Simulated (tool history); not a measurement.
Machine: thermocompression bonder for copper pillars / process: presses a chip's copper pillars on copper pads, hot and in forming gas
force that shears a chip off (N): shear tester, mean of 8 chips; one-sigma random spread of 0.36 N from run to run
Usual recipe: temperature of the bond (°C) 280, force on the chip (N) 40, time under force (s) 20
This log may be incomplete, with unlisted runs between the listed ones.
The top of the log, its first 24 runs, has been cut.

run     day  temperature of the bond (°C)  force on the chip (N)  time under force (s)  force that shears a chip off (N)
 25  56.692                           306                     46                    28                             119.3
 26  58.996                           251                     40                    22                              62.8
     61.975  -- forming gas filter changed
 27  62.379                           251                     40                    22                              62.9
 28  63.850                           251                     40                    22                              62.7
     64.412  -- force cell calibrated
 29  66.704                           294                     37                    25                             101.4
 30  68.708                           294                     57                    33                             121.5
 31  70.912                           266                     49                    36                              97.5
 32  73.858                           266                     49                    36                              96.8
 33  76.017                           280                     40                    35                             100.8
 34  78.704                           280                     40                    35                             101.0
 35  81.767                           280                     40                    35                             100.6
     82.008  -- forming gas filter changed
 36  85.075                           264                     39                    20                              71.6
 37  87.542                           264                     39                    20                              71.9
 38  89.688                           288                     24                    46                              94.5

4 ways to go on from here, each from the tool as it stands after run 38. What would each give?
  A  92.083                           280                     35                    20                                 ?
  B  92.083                           288                     38                    46                                 ?
  C  92.083                           254                     39                    46                                 ?
  D  92.083                           265                     24                    36                                 ?

run  force that shears a chip off (N)
  A                              81.8
  B                             111.8
  C                              82.6
  D                              67.6
Without the tool's unlogged condition, the same runs would have read:
run  force that shears a chip off (N)
  A                              82.0
  B                             112.0
  C                              82.7
  D                              67.7
